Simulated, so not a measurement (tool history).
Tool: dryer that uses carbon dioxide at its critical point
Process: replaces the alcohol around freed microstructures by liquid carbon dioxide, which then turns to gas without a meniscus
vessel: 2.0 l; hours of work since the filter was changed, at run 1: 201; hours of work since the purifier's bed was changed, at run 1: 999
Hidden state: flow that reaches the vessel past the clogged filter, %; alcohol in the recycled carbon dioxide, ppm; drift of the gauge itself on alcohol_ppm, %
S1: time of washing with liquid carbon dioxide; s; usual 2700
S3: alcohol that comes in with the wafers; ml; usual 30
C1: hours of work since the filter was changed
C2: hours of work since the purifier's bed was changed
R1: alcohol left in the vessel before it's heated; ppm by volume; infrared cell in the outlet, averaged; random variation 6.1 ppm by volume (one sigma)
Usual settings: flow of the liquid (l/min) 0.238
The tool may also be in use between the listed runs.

{"run": 1, "hour": 0.0, "S1": 2700, "flow of the liquid (l/min)": 0.238, "S3": 30, "C1": 201, "C2": 999, "R1": 375}
{"run": 2, "hour": 65.5, "S1": 2700, "flow of the liquid (l/min)": 0.238, "S3": 30, "C1": 248, "C2": 1046, "R1": 385}
{"run": 3, "hour": 106.9, "S1": 2700, "flow of the liquid (l/min)": 0.212, "S3": 30, "C1": 278, "C2": 1076, "R1": 588}
{"run": 4, "hour": 170.7, "S1": 2700, "flow of the liquid (l/min)": 0.212, "S3": 30, "C1": 324, "C2": 1122, "R1": 609}
{"run": 5, "hour": 221.7, "S1": 2700, "flow of the liquid (l/min)": 0.212, "S3": 30, "C1": 360, "C2": 1158, "R1": 634}
{"run": 6, "hour": 256.2, "S1": 2700, "flow of the liquid (l/min)": 0.212, "S3": 30, "C1": 385, "C2": 1183, "R1": 646}
{"run": 7, "hour": 314.1, "S1": 2700, "flow of the liquid (l/min)": 0.212, "S3": 30, "C1": 427, "C2": 1225, "R1": 671}
{"run": 8, "hour": 347.0, "S1": 2700, "flow of the liquid (l/min)": 0.212, "S3": 30, "C1": 451, "C2": 1249, "R1": 706}
{"run": 9, "hour": 387.1, "S1": 2700, "flow of the liquid (l/min)": 0.238, "S3": 29, "C1": 480, "C2": 1278, "R1": 482}
{"run": 10, "hour": 418.6, "S1": 2700, "flow of the liquid (l/min)": 0.238, "S3": 29, "C1": 502, "C2": 1300, "R1": 501}
{"run": 11, "hour": 477.0, "S1": 2280, "flow of the liquid (l/min)": 0.368, "S3": 30, "C1": 544, "C2": 1342, "R1": 244}
{"hour": 489.8, "done": "inlet filter changed"}
{"run": 12, "hour": 525.5, "S1": 3720, "flow of the liquid (l/min)": 0.215, "S3": 73, "C1": 26, "C2": 1377, "R1": 349}
{"run": 13, "hour": 557.6, "S1": 2700, "flow of the liquid (l/min)": 0.36, "S3": 80, "C1": 49, "C2": 1400, "R1": 209}
{"run": 14, "hour": 591.9, "S1": 2700, "flow of the liquid (l/min)": 0.238, "S3": 97, "C1": 74, "C2": 1425, "R1": 950}
{"run": 15, "hour": 645.4, "S1": 4080, "flow of the liquid (l/min)": 0.238, "S3": 69, "C1": 112, "C2": 1463, "R1": 206}
{"hour": 669.2, "done": "purifier's bed changed"}
{"run": 16, "hour": 713.8, "S1": 3360, "flow of the liquid (l/min)": 0.169, "S3": 87, "C1": 159, "C2": 32, "R1": 1376}
{"run": 17, "hour": 779.9, "S1": 2700, "flow of the liquid (l/min)": 0.238, "S3": 58, "C1": 207, "C2": 80, "R1": 573}
{"run": 18, "hour": 826.4, "S1": 2700, "flow of the liquid (l/min)": 0.238, "S3": 58, "C1": 241, "C2": 113, "R1": 587}

Forecast each of these 4 alternatives for the next run:
{"run": "A", "hour": 857.9, "S1": 2460, "flow of the liquid (l/min)": 0.149, "S3": 58, "C1": 263, "C2": 136, "R1": "?"}
{"run": "B", "hour": 857.9, "S1": 2700, "flow of the liquid (l/min)": 0.385, "S3": 58, "C1": 263, "C2": 136, "R1": "?"}
{"run": "C", "hour": 857.9, "S1": 2460, "flow of the liquid (l/min)": 0.185, "S3": 28, "C1": 263, "C2": 136, "R1": "?"}
{"run": "D", "hour": 857.9, "S1": 2700, "flow of the liquid (l/min)": 0.238, "S3": 94, "C1": 263, "C2": 136, "R1": "?"}

run=A R1=3303
run=B R1=62
run=C R1=948
run=D R1=1005
Without the tool's hidden state the same runs would have given:
run=A R1=2747
run=B R1=30
run=C R1=745
run=D R1=718

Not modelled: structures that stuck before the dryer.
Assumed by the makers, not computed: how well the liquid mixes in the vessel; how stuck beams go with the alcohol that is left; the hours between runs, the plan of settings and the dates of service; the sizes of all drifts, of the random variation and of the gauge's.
